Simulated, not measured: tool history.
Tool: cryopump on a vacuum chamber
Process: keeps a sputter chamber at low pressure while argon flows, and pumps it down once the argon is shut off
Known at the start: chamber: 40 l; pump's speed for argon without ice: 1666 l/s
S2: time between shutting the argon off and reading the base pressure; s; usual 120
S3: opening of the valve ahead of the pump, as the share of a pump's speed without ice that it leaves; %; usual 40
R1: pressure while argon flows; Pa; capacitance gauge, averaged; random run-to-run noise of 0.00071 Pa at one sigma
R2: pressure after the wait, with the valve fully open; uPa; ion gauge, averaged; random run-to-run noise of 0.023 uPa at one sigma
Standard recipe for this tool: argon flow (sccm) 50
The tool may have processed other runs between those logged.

{"run": 1, "day": 0.0, "argon flow (sccm)": 50, "S2": 120, "S3": 40, "R1": 0.1443, "R2": 2.14}
{"run": 2, "day": 1.492, "argon flow (sccm)": 50, "S2": 33, "S3": 40, "R1": 0.1471, "R2": 3.62}
{"run": 3, "day": 4.592, "argon flow (sccm)": 50, "S2": 120, "S3": 40, "R1": 0.1497, "R2": 2.35}
{"run": 4, "day": 7.729, "argon flow (sccm)": 50, "S2": 120, "S3": 40, "R1": 0.1511, "R2": 2.67}
{"day": 9.596, "done": "pump warmed up, emptied and cooled again"}
{"run": 5, "day": 11.275, "argon flow (sccm)": 50, "S2": 120, "S3": 22, "R1": 0.2301, "R2": 2.1}
{"run": 6, "day": 14.038, "argon flow (sccm)": 50, "S2": 120, "S3": 22, "R1": 0.235, "R2": 2.27}
{"run": 7, "day": 15.958, "argon flow (sccm)": 50, "S2": 120, "S3": 22, "R1": 0.2366, "R2": 2.34}
{"run": 8, "day": 18.121, "argon flow (sccm)": 50, "S2": 120, "S3": 22, "R1": 0.2354, "R2": 2.48}
{"run": 9, "day": 21.8, "argon flow (sccm)": 50, "S2": 120, "S3": 22, "R1": 0.2394, "R2": 2.61}
{"run": 10, "day": 25.304, "argon flow (sccm)": 50, "S2": 120, "S3": 22, "R1": 0.2416, "R2": 2.77}
{"run": 11, "day": 27.792, "argon flow (sccm)": 50, "S2": 60, "S3": 40, "R1": 0.1407, "R2": 3.49}
{"run": 12, "day": 29.6, "argon flow (sccm)": 50, "S2": 60, "S3": 40, "R1": 0.1413, "R2": 3.55}
{"run": 13, "day": 31.217, "argon flow (sccm)": 50, "S2": 60, "S3": 40, "R1": 0.1418, "R2": 3.75}
{"run": 14, "day": 34.721, "argon flow (sccm)": 50, "S2": 60, "S3": 40, "R1": 0.1439, "R2": 3.83}
{"run": 15, "day": 36.954, "argon flow (sccm)": 50, "S2": 60, "S3": 40, "R1": 0.1479, "R2": 4.06}
{"run": 16, "day": 40.212, "argon flow (sccm)": 50, "S2": 60, "S3": 40, "R1": 0.1502, "R2": 4.36}
{"run": 17, "day": 41.892, "argon flow (sccm)": 50, "S2": 60, "S3": 40, "R1": 0.1528, "R2": 4.55}
{"day": 44.362, "done": "leaking fittings of the chamber tightened, without venting"}
{"run": 18, "day": 45.554, "argon flow (sccm)": 27, "S2": 120, "S3": 16, "R1": 0.1865, "R2": 0.9}
{"day": 47.079, "done": "pump warmed up, emptied and cooled again"}
{"run": 19, "day": 47.675, "argon flow (sccm)": 26, "S2": 145, "S3": 28, "R1": 0.0965, "R2": 0.73}
{"run": 20, "day": 49.5, "argon flow (sccm)": 26, "S2": 145, "S3": 28, "R1": 0.096, "R2": 0.8}
{"run": 21, "day": 51.771, "argon flow (sccm)": 29, "S2": 240, "S3": 18, "R1": 0.1657, "R2": 0.7}
{"run": 22, "day": 54.246, "argon flow (sccm)": 40, "S2": 140, "S3": 26, "R1": 0.1608, "R2": 0.93}
{"run": 23, "day": 56.833, "argon flow (sccm)": 36, "S2": 177, "S3": 18, "R1": 0.207, "R2": 0.93}
{"run": 24, "day": 59.946, "argon flow (sccm)": 23, "S2": 76, "S3": 23, "R1": 0.1051, "R2": 1.58}
{"run": 25, "day": 62.367, "argon flow (sccm)": 89, "S2": 118, "S3": 25, "R1": 0.3792, "R2": 1.36}
{"run": 26, "day": 64.679, "argon flow (sccm)": 89, "S2": 118, "S3": 25, "R1": 0.3826, "R2": 1.46}
{"run": 27, "day": 68.208, "argon flow (sccm)": 89, "S2": 118, "S3": 25, "R1": 0.3876, "R2": 1.6}
{"run": 28, "day": 71.821, "argon flow (sccm)": 50, "S2": 120, "S3": 52, "R1": 0.1147, "R2": 1.8}
{"run": 29, "day": 75.467, "argon flow (sccm)": 50, "S2": 28, "S3": 37, "R1": 0.1571, "R2": 3.66}
{"run": 30, "day": 77.692, "argon flow (sccm)": 50, "S2": 28, "S3": 37, "R1": 0.1583, "R2": 3.69}
{"run": 31, "day": 80.217, "argon flow (sccm)": 50, "S2": 28, "S3": 37, "R1": 0.1627, "R2": 3.94}
{"run": 32, "day": 83.029, "argon flow (sccm)": 50, "S2": 227, "S3": 57, "R1": 0.1165, "R2": 2.23}
{"day": 84.708, "done": "pump warmed up, emptied and cooled again"}
{"run": 33, "day": 86.562, "argon flow (sccm)": 50, "S2": 227, "S3": 57, "R1": 0.0919, "R2": 1.7}

Measured result minus the same run's result without the hidden state. Both carry the same run-to-run variation, though not necessarily the same gauge scatter:
The tool's hidden condition here consists of: pump's speed, % of a pump's without ice; cold plate's temperature, K; leak into the chamber, uPa l/s; drift of the gauge itself on working_pa, %; drift of the gauge itself on base_upa, %.
run=1 R1=+0.0179 R2=+1.42
run=2 R1=+0.0193 R2=+1.54
run=3 R1=+0.0220 R2=+1.66
run=4 R1=+0.0248 R2=+1.95
run=5 R1=+0.0024 R2=+1.38
run=6 R1=+0.0039 R2=+1.54
run=7 R1=+0.0050 R2=+1.61
run=8 R1=+0.0062 R2=+1.73
run=9 R1=+0.0085 R2=+1.90
run=10 R1=+0.0108 R2=+2.07
run=11 R1=+0.0127 R2=+2.26
run=12 R1=+0.0141 R2=+2.35
run=13 R1=+0.0153 R2=+2.53
run=14 R1=+0.0182 R2=+2.65
run=15 R1=+0.0202 R2=+2.84
run=16 R1=+0.0235 R2=+3.17
run=17 R1=+0.0252 R2=+3.33
run=18 R1=+0.0158 R2=+0.17
run=19 R1=+0.0011 R2=+0.11
run=20 R1=+0.0016 R2=+0.17
run=21 R1=+0.0026 R2=+0.24
run=22 R1=+0.0046 R2=+0.32
run=23 R1=+0.0051 R2=+0.42
run=24 R1=+0.0041 R2=+0.56
run=25 R1=+0.0188 R2=+0.64
run=26 R1=+0.0217 R2=+0.74
run=27 R1=+0.0262 R2=+0.90
run=28 R1=+0.0175 R2=+1.09
run=29 R1=+0.0207 R2=+1.28
run=30 R1=+0.0225 R2=+1.37
run=31 R1=+0.0251 R2=+1.57
run=32 R1=+0.0281 R2=+1.77
run=33 R1=+0.0029 R2=+1.25
